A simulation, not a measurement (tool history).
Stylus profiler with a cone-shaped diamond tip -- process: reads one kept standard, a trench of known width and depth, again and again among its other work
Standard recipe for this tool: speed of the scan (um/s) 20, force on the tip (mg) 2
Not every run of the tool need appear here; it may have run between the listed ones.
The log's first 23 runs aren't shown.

| run | day | speed of the scan (um/s) | force on the tip (mg) | scans with this tip | hours of work since the height scale was calibrated | depth of the trench (angstrom) | width of the trench's floor (nm) |
|---|---|---|---|---|---|---|---|
| 24 | 30.546 | 11 | 2.07 | 3389 | 52 | 10118.9 | 16250 |
| 25 | 31.846 | 53 | 0.84 | 3468 | 66 | 10060.8 | 16050 |
| 26 | 33.6 | 23 | 1.3 | 3574 | 86 | 10088.8 | 16180 |
| 27 | 35.262 | 23 | 1.3 | 3674 | 104 | 10085.8 | 16220 |
| 28 | 36.9 | 23 | 0.99 | 3773 | 123 | 10072.5 | 16140 |
| 29 | 38.146 | 23 | 0.99 | 3849 | 137 | 10072.7 | 16140 |
| 30 | 39.279 | 23 | 0.99 | 3917 | 149 | 10076.1 | 16160 |
| 31 | 40.771 | 22 | 1.66 | 4007 | 166 | 10105.7 | 16200 |
| 32 | 41.542 | 22 | 1.66 | 4054 | 175 | 10108.4 | 16180 |
| 33 | 42.525 | 22 | 1.66 | 4114 | 186 | 10110.2 | 16190 |
| 34 | 44.162 | 62 | 2.95 | 4213 | 204 | 10152.8 | 16110 |
| 35 | 45.871 | 45 | 2.45 | 4316 | 223 | 10134.4 | 16060 |
| 36 | 47.304 | 45 | 2.45 | 4403 | 239 | 10134.7 | 16070 |
| 37 | 48.117 | 9 | 1.07 | 4452 | 248 | 10084.5 | 16150 |
| 38 | 49.825 | 23 | 1.03 | 4555 | 267 | 10078.5 | 16130 |
| 39 | 51.179 | 10 | 5.43 | 4637 | 282 | 10228.6 | 16200 |

3 ways to go on from here, each from the tool as it stands after run 39. What would each give?
| A | 51.921 | 24 | 2.97 | 4682 | 291 | ? | ? |
| B | 51.921 | 8 | 1.83 | 4682 | 291 | ? | ? |
| C | 51.921 | 57 | 4.55 | 4682 | 291 | ? | ? |

| run | depth of the trench (angstrom) | width of the trench's floor (nm) |
|---|---|---|
| A | 10156.4 | 16160 |
| B | 10115.9 | 16200 |
| C | 10201.9 | 16120 |
With no hidden state in the tool, these same runs would have given:
| run | depth of the trench (angstrom) | width of the trench's floor (nm) |
|---|---|---|
| A | 10148.3 | 16480 |
| B | 10107.9 | 16520 |
| C | 10193.8 | 16440 |
